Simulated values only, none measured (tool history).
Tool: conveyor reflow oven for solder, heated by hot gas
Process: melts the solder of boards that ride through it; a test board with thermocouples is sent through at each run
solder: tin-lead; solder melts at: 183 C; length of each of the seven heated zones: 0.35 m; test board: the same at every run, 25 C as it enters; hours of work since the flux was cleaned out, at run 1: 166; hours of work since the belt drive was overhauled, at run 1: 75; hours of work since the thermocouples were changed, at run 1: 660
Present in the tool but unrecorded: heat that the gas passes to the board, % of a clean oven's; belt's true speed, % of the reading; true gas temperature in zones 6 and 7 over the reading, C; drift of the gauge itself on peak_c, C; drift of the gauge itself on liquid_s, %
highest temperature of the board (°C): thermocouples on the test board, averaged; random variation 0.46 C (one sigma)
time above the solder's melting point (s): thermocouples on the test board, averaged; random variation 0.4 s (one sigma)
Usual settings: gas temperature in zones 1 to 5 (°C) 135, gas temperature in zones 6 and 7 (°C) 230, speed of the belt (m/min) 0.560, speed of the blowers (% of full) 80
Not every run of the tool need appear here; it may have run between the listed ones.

run    hour  gas temperature in zones 1 to 5 (°C)  gas temperature in zones 6 and 7 (°C)  speed of the belt (m/min)  speed of the blowers (% of full)  hours of work since the flux was cleaned out  hours of work since the belt drive was overhauled  hours of work since the thermocouples were changed  highest temperature of the board (°C)  time above the solder's melting point (s)
  1     0.0                                   135                                    230                      0.560                                80                                           166                                                 75                                                 660                                  216.7                                       54.9
  2    76.4                                   135                                    230                      0.560                                80                                           199                                                108                                                 692                                  215.1                                       55.3
  3   164.6                                   135                                    230                      0.584                                80                                           237                                                146                                                 730                                  213.5                                       50.9
  4   209.3                                   135                                    230                      0.584                                80                                           256                                                165                                                 749                                  214.0                                       50.8
  5   290.0                                   135                                    230                      0.558                                80                                           290                                                199                                                 783                                  213.7                                       54.1
  6   338.6                                   136                                    230                      0.560                                80                                           311                                                220                                                 804                                  214.8                                       54.2
  7   425.1                                   135                                    230                      0.560                                80                                           348                                                257                                                 841                                  213.7                                       53.2
  8   511.4                                   135                                    230                      0.536                                80                                           385                                                294                                                 878                                  214.1                                       56.9
  9   567.9                                   146                                    230                      0.536                                80                                           409                                                318                                                 902                                  215.4                                       62.2
      631.4  -- flux residue cleaned out of gas plates and filters
 10   644.7                                   146                                    230                      0.630                                80                                             6                                                349                                                 933                                  214.3                                       51.1
 11   684.7                                   146                                    230                      0.630                                80                                            23                                                366                                                 950                                  214.3                                       51.3
 12   736.6                                   135                                    230                      0.560                                80                                            45                                                388                                                 972                                  215.8                                       56.2
 13   819.6                                   125                                    230                      0.560                                80                                            80                                                423                                                1007                                  214.4                                       51.8
 14   869.6                                   125                                    230                      0.560                                80                                           102                                                445                                                1029                                  213.0                                       51.7
 15   922.1                                   125                                    230                      0.560                                80                                           124                                                467                                                1051                                  214.0                                       51.0
 16  1001.2                                   125                                    230                      0.560                                79                                           158                                                501                                                1085                                  213.0                                       51.0
 17  1081.7                                   142                                    230                      0.543                                80                                           192                                                535                                                1119                                  216.7                                       60.6
 18  1164.5                                   141                                    226                      0.567                                53                                           228                                                570                                                1155                                  203.9                                       45.0
 19  1252.3                                   135                                    237                      0.497                                80                                           265                                                608                                                1192                                  223.0                                       69.1
 20  1334.2                                   135                                    237                      0.497                                80                                           300                                                643                                                1227                                  223.0                                       68.7
 21  1372.0                                   135                                    237                      0.497                                80                                           316                                                659                                                1243                                  222.8                                       69.0
 22  1425.9                                   135                                    237                      0.497                                80                                           339                                                682                                                1266                                  222.6                                       67.8
 23  1497.3                                   135                                    237                      0.497                                80                                           370                                                712                                                1297                                  223.2                                       68.3
     1522.5  -- thermocouples of zones 6 and 7 changed
 24  1558.0                                   140                                    230                      0.663                                80                                           395                                                738                                                  15                                  212.0                                       44.3
 25  1619.1                                   149                                    219                      0.576                                52                                           421                                                764                                                  41                                  201.5                                       43.1
     1654.4  -- flux residue cleaned out of gas plates and filters
 26  1675.5                                   138                                    235                      0.576                                58                                             9                                                786                                                  63                                  217.6                                       55.4
 27  1727.0                                   135                                    230                      0.560                                66                                            31                                                808                                                  85                                  215.8                                       55.2
 28  1769.5                                   135                                    224                      0.595                                80                                            49                                                826                                                 103                                  212.1                                       50.0
 29  1845.1                                   137                                    235                      0.636                                61                                            81                                                858                                                 136                                  214.5                                       47.2
 30  1915.8                                   137                                    235                      0.636                                61                                           112                                                888                                                 166                                  214.4                                       47.5
     1997.2  -- belt drive overhauled, speed set with a stopwatch
 31  2001.7                                   123                                    232                      0.490                                72                                           147                                                  2                                                 201                                  219.7                                       62.4

Selected run-to-run steps in highest temperature of the board (°C), each split into two signed amounts: the part the tool would show with no hidden state at all (from settings, incoming material and random variation), and the remainder, which goes to the hidden state together with any gauge scatter not common to the measured and the hidden-state-free results:
Run 9 -> 10: speed of the belt (m/min) 0.536 -> 0.630, flux residue cleaned out of gas plates and filters. highest temperature of the board (°C) -1.1: hidden state +2.9, all else -4.0.
Run 17 -> 18: gas temperature in zones 1 to 5 (°C) 142 -> 141, gas temperature in zones 6 and 7 (°C) 230 -> 226, speed of the belt (m/min) 0.543 -> 0.567, speed of the blowers (% of full) 80 -> 53. highest temperature of the board (°C) -12.8: hidden state +0.2, all else -13.0.
Run 18 -> 19: gas temperature in zones 1 to 5 (°C) 141 -> 135, gas temperature in zones 6 and 7 (°C) 226 -> 237, speed of the belt (m/min) 0.567 -> 0.497, speed of the blowers (% of full) 53 -> 80. highest temperature of the board (°C) +19.1: hidden state -1.0, all else +20.1.
Run 23 -> 24: gas temperature in zones 1 to 5 (°C) 135 -> 140, gas temperature in zones 6 and 7 (°C) 237 -> 230, speed of the belt (m/min) 0.497 -> 0.663, thermocouples of zones 6 and 7 changed. highest temperature of the board (°C) -11.2: hidden state +2.8, all else -14.0.
Run 25 -> 26: gas temperature in zones 1 to 5 (°C) 149 -> 138, gas temperature in zones 6 and 7 (°C) 219 -> 235, speed of the blowers (% of full) 52 -> 58, flux residue cleaned out of gas plates and filters. highest temperature of the board (°C) +16.1: hidden state +2.6, all else +13.5.
